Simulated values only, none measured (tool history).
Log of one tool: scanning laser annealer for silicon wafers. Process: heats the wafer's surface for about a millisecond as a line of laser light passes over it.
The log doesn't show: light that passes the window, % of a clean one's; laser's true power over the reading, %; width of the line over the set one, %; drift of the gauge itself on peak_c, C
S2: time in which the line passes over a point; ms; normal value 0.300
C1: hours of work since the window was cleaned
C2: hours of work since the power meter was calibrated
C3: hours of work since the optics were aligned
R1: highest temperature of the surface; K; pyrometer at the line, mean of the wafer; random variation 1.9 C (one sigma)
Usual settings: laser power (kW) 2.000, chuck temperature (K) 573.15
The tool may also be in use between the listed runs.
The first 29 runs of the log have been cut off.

Run 30, hour 1431.8: usual settings but laser power (kW) 1.941, S2 0.328 ms, chuck temperature (K) 566.15; C1 134; C2 1185; C3 903. Result: R1 1417.15 K.
Run 31, hour 1505.2: usual settings but laser power (kW) 1.941, S2 0.328 ms, chuck temperature (K) 566.15; C1 171; C2 1222; C3 939. Result: R1 1417.15 K.
Run 32, hour 1539.4: usual settings but laser power (kW) 1.941, S2 0.328 ms, chuck temperature (K) 566.15; C1 188; C2 1239; C3 956. Result: R1 1417.15 K.
Run 33, hour 1573.7: usual settings but laser power (kW) 1.941, S2 0.328 ms, chuck temperature (K) 566.15; C1 205; C2 1256; C3 973. Result: R1 1415.15 K.
Run 34, hour 1642.7: usual settings but laser power (kW) 1.829; C1 239; C2 1290; C3 1008. Result: R1 1337.15 K.
Run 35, hour 1681.7: usual settings but laser power (kW) 2.192, S2 0.350 ms, chuck temperature (K) 576.15; C1 259; C2 1310; C3 1027. Result: R1 1579.15 K.
Run 36, hour 1744.5: usual settings but laser power (kW) 1.900, S2 0.350 ms, chuck temperature (K) 576.15; C1 290; C2 1341; C3 1058. Result: R1 1436.15 K.
Run 37, hour 1803.0: usual settings but laser power (kW) 1.900, S2 0.350 ms, chuck temperature (K) 576.15; C1 319; C2 1370; C3 1088. Result: R1 1439.15 K.
Run 38, hour 1866.9: usual settings but laser power (kW) 2.045, S2 0.222 ms; C1 351; C2 1402; C3 1119. Result: R1 1296.15 K.
Run 39, hour 1938.3: usual settings but laser power (kW) 2.200, S2 0.257 ms, chuck temperature (K) 607.15; C1 387; C2 1438; C3 1155. Result: R1 1457.15 K.
Run 40, hour 2012.3: usual settings but laser power (kW) 1.950, S2 0.333 ms; C1 424; C2 1475; C3 1192. Result: R1 1433.15 K.

Branching from run 40: 3 alternative next runs. What would each branch give?
Run A, hour 2062.9: usual settings but laser power (kW) 1.916, S2 0.229 ms, chuck temperature (K) 610.15; C1 449; C2 1500; C3 1217. Result: R1 ?.
Run B, hour 2062.9: usual settings but laser power (kW) 2.111, S2 0.284 ms, chuck temperature (K) 548.15; C1 449; C2 1500; C3 1217. Result: R1 ?.
Run C, hour 2062.9: usual settings but laser power (kW) 1.833, S2 0.229 ms, chuck temperature (K) 559.15; C1 449; C2 1500; C3 1217. Result: R1 ?.

run       R1
  A  1297.15
  B  1405.15
  C  1214.15
Without the tool's unlogged condition, the same runs would have read:
run       R1
  A  1298.15
  B  1406.15
  C  1214.15

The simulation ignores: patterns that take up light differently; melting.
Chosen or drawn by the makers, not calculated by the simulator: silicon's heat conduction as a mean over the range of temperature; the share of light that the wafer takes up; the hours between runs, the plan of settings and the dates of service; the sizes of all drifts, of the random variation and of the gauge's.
